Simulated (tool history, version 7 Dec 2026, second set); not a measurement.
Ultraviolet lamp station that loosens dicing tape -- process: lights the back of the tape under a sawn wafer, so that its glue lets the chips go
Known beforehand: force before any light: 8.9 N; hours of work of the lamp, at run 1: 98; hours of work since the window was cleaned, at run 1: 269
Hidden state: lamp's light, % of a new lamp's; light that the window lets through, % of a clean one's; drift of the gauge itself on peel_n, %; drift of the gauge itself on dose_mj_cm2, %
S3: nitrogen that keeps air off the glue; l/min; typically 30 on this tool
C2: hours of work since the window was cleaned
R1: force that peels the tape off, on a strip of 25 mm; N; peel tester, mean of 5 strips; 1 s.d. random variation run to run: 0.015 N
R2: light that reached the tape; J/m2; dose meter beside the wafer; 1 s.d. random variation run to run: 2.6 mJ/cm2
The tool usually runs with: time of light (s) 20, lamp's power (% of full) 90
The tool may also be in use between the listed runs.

Run 1, day 0.000: usual settings; hours of work of the lamp 98; C2 269. Result: R1 0.908 N, R2 2940 J/m2.
Run 2, day 0.696: usual settings; hours of work of the lamp 109; C2 280. Result: R1 0.909 N, R2 2900 J/m2.
Run 3, day 1.508: usual settings; hours of work of the lamp 122; C2 293. Result: R1 0.866 N, R2 2860 J/m2.
Run 4, day 2.238: usual settings but S3 50 l/min; hours of work of the lamp 133; C2 305. Result: R1 0.616 N, R2 2870 J/m2.
Run 5, day 3.067: usual settings but S3 50 l/min; hours of work of the lamp 146; C2 318. Result: R1 0.650 N, R2 2790 J/m2.
At day 3.150: window cleaned of glue's vapour.
Run 6, day 3.542: usual settings but lamp's power (% of full) 62; hours of work of the lamp 154; C2 6. Result: R1 1.859 N, R2 1910 J/m2.
Run 7, day 4.550: usual settings but time of light (s) 19, lamp's power (% of full) 93, S3 27 l/min; hours of work of the lamp 170; C2 22. Result: R1 1.149 N, R2 2680 J/m2.
Run 8, day 5.417: usual settings but time of light (s) 19, lamp's power (% of full) 93, S3 27 l/min; hours of work of the lamp 184; C2 36. Result: R1 1.183 N, R2 2630 J/m2.
Run 9, day 6.371: usual settings but time of light (s) 14, lamp's power (% of full) 81, S3 14 l/min; hours of work of the lamp 199; C2 51. Result: R1 3.235 N, R2 1660 J/m2.
Run 10, day 7.329: usual settings but lamp's power (% of full) 83, S3 11 l/min; hours of work of the lamp 214; C2 67. Result: R1 2.464 N, R2 2400 J/m2.
At day 8.362: window cleaned of glue's vapour, once more.
Run 11, day 8.417: usual settings but lamp's power (% of full) 83, S3 11 l/min; hours of work of the lamp 231; C2 1. Result: R1 2.256 N, R2 2650 J/m2.
Run 12, day 8.946: usual settings but time of light (s) 11, lamp's power (% of full) 76; hours of work of the lamp 239; C2 9. Result: R1 2.924 N, R2 1320 J/m2.

Selected run-to-run steps in R1, each split into two signed amounts: the part the tool would show with no hidden state at all (from settings, incoming material and random variation), and the remainder, which goes to the hidden state together with any gauge scatter not common to the measured and the hidden-state-free results:
Run 5 -> 6: lamp's power (% of full) 90 -> 62, S3 50 -> 30, window cleaned of glue's vapour. R1 +1.209 N: hidden state +0.275, all else +0.934.
Run 8 -> 9: time of light (s) 19 -> 14, lamp's power (% of full) 93 -> 81, S3 27 -> 14. R1 +2.052 N: hidden state +0.265, all else +1.787.
